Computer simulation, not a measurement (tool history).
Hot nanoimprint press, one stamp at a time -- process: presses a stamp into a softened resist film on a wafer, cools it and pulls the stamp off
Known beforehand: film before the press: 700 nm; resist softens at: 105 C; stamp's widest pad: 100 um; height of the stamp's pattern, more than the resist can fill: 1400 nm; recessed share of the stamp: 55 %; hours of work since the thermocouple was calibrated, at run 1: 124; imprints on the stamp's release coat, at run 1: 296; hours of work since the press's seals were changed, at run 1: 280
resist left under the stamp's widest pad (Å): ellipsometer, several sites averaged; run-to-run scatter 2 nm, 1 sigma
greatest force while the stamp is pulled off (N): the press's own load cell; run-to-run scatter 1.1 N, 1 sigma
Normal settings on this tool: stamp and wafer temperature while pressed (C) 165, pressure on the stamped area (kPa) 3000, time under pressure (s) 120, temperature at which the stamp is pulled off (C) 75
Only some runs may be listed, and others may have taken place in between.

run	hour	stamp and wafer temperature while pressed (C)	pressure on the stamped area (kPa)	time under pressure (s)	temperature at which the stamp is pulled off (C)	hours of work since the thermocouple was calibrated	imprints on the stamp's release coat	hours of work since the press's seals were changed	resist left under the stamp's widest pad (Å)	greatest force while the stamp is pulled off (N)
1	0.0	165	3000	120	75	124	296	280	3089	98
2	27.4	165	3000	120	75	135	356	292	3100	95
3	56.2	165	3000	120	75	148	419	304	3059	97
4	72.1	165	3000	120	75	155	454	311	3066	98
5	92.8	165	3000	120	75	163	499	320	3105	96
6	109.0	165	3000	120	75	170	535	327	3061	100
# hour 114.6: plate thermocouple calibrated
7	127.7	165	3000	93	75	6	569	334	3341	97
8	161.3	165	3000	120	75	20	643	348	2993	100
9	196.5	165	3000	120	75	35	720	363	3012	101
10	214.0	156	3000	159	75	43	759	371	4629	101
11	242.7	165	3000	145	75	55	822	383	2792	102
12	264.2	165	2010	120	75	64	869	392	3518	101
# hour 275.5: plate thermocouple calibrated, once more
13	297.4	165	2940	120	66	9	935	405	3205	124
14	316.5	165	2940	120	66	18	977	414	3211	123
# hour 345.9: stamp cleaned and given a new release coat
15	359.2	153	3000	113	75	33	29	429	5849	93
16	386.7	153	1870	161	75	45	89	441	5958	95
17	421.5	153	1870	161	75	60	165	456	5991	95
18	443.7	153	4040	160	63	70	214	466	5069	114

For each entry between runs, how does the tool's hidden state at the last listed run before it compare with that at the first listed run after it?
Between runs 6 and 7: plate thermocouple calibrated (hour 114.6)
  true temperature over the reading, C: 0.73 -> 1.01; pressure that arrives at the usual setting, %: 98.76 -> 98.74; grip of the stamp's worn release coat, % over a new coat's: 8.6 -> 9.2
  measured less the result without the state, resist left under the stamp's widest pad (Å): -127 -> -190; greatest force while the stamp is pulled off (N): +6 -> +6
Between runs 12 and 13: plate thermocouple calibrated, once more (hour 275.5)
  true temperature over the reading, C: 1.24 -> 0.15; pressure that arrives at the usual setting, %: 98.56 -> 98.52; grip of the stamp's worn release coat, % over a new coat's: 14.1 -> 15.2
  measured less the result without the state, resist left under the stamp's widest pad (Å): -245 -> -11; greatest force while the stamp is pulled off (N): +11 -> +16
Between runs 14 and 15: stamp cleaned and given a new release coat (hour 345.9)
  true temperature over the reading, C: 0.18 -> 0.24; pressure that arrives at the usual setting, %: 98.5 -> 98.45; grip of the stamp's worn release coat, % over a new coat's: 15.9 -> 0.5
  measured less the result without the state, resist left under the stamp's widest pad (Å): -17 -> -27; greatest force while the stamp is pulled off (N): +16 -> +0
